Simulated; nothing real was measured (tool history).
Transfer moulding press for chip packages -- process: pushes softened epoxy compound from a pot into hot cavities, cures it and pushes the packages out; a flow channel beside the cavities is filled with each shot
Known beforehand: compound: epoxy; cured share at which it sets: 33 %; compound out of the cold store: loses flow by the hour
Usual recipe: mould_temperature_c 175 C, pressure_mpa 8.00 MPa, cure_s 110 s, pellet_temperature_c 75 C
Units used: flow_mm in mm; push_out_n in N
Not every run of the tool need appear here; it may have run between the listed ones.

run	hour	mould_temperature_c	pressure_mpa	cure_s	pellet_temperature_c	incoming compound's hours out of the cold store	flow_mm	push_out_n
1	0.0	175	8.00	110	75	37.5	690	372
2	11.6	172	8.00	110	75	19.4	741	421
# hour 24.0: cavities cleaned with cleaning compound and waxed
3	24.9	175	8.00	110	81	14.2	761	259
# hour 40.0: plunger's sealing rings changed
4	42.0	175	8.00	110	81	43.4	730	272
5	55.9	175	8.00	110	81	8.9	851	303
6	69.5	175	8.00	110	81	16.5	809	329
7	85.6	175	8.00	110	75	28.7	770	346
8	92.3	175	8.00	110	75	14.4	815	372
9	100.7	175	8.00	135	75	37.0	749	327
10	110.8	169	8.00	110	75	24.4	799	511
11	119.0	169	8.00	110	75	16.9	830	509
# hour 124.7: cavities cleaned with cleaning compound and waxed
12	127.5	175	8.00	110	84	12.3	831	240
13	137.1	175	8.00	110	84	27.9	773	266
14	152.9	175	8.00	110	82	47.8	715	297
15	164.1	175	8.00	110	75	18.2	796	318
# hour 167.6: mould's thermocouples calibrated
16	173.5	175	6.23	147	75	20.7	693	281
17	188.9	175	6.23	147	75	39.2	651	298
18	200.5	175	8.00	122	69	29.6	758	339
19	210.9	175	8.00	122	69	19.7	794	337
# hour 225.0: cavities cleaned with cleaning compound and waxed
20	225.0	169	8.00	126	83	40.0	735	247
# hour 229.1: mould's thermocouples calibrated, once more
21	237.6	169	8.00	126	83	13.0	834	270
22	245.7	169	8.00	126	83	39.1	724	290
23	260.4	169	8.00	126	83	21.9	781	329
24	271.2	175	8.58	110	81	12.6	841	340
25	284.1	175	8.58	141	70	26.3	784	304
26	292.4	175	8.58	141	70	30.9	761	309
27	302.4	168	8.81	116	66	17.2	833	506
28	313.6	168	8.81	116	66	20.4	816	496
# hour 326.0: cavities cleaned with cleaning compound and waxed
29	326.6	168	8.81	116	66	43.7	751	299

Each row is a separate what-if for the run after 29, all from the same tool condition, not one after another. Results?
A	335.0	175	9.80	110	75	29.6	?	?
B	335.0	173	7.14	94	75	16.8	?	?
C	335.0	168	9.76	93	66	31.2	?	?
D	335.0	168	8.81	116	84	19.5	?	?

run	flow_mm	push_out_n
A	832	265
B	738	414
C	833	585
D	817	350
Without the tool's unlogged condition, the same runs would have read:
run	flow_mm	push_out_n
A	872	234
B	774	369
C	873	520
D	857	312
